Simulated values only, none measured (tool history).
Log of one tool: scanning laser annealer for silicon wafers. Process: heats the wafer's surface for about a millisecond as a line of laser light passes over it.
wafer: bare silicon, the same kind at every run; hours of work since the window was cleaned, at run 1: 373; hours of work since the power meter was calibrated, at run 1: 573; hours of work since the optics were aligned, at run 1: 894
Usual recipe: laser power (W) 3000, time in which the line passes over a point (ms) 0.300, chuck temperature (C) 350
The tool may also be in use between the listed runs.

run	day	laser power (W)	time in which the line passes over a point (ms)	chuck temperature (C)	hours of work since the window was cleaned	hours of work since the power meter was calibrated	hours of work since the optics were aligned	highest temperature of the surface (C)
1	0.000	3000	0.300	350	373	573	894	1023
# day 0.454: window over the wafer cleaned
2	1.117	3000	0.300	350	7	584	905	1067
3	2.775	3000	0.296	350	24	601	922	1057
4	3.900	3000	0.300	350	36	613	934	1060
5	5.533	3000	0.300	350	53	630	951	1062
6	7.400	3000	0.300	350	73	650	970	1060
7	8.308	3000	0.300	350	82	659	980	1056
8	9.667	3000	0.300	350	96	673	994	1057
9	10.575	3000	0.300	350	106	683	1004	1054
10	11.533	3000	0.300	350	116	693	1014	1055
11	13.229	3000	0.300	350	133	710	1031	1049
12	14.333	3000	0.300	350	145	722	1043	1049
13	15.325	3000	0.300	341	155	732	1053	1039
14	16.829	3000	0.300	341	171	748	1069	1034
# day 17.142: optics aligned, line set to its width
15	18.517	3161	0.212	327	186	763	14	925
16	20.488	3161	0.212	327	207	784	35	923
17	21.725	3161	0.212	327	220	797	48	923
18	22.746	2750	0.228	332	231	808	59	853

What will run 19 give?
19	23.675	2750	0.228	332	240	817	68	?

highest temperature of the surface (C): 851
Had the tool carried no hidden state, the very same run would have given highest temperature of the surface (C) 887.
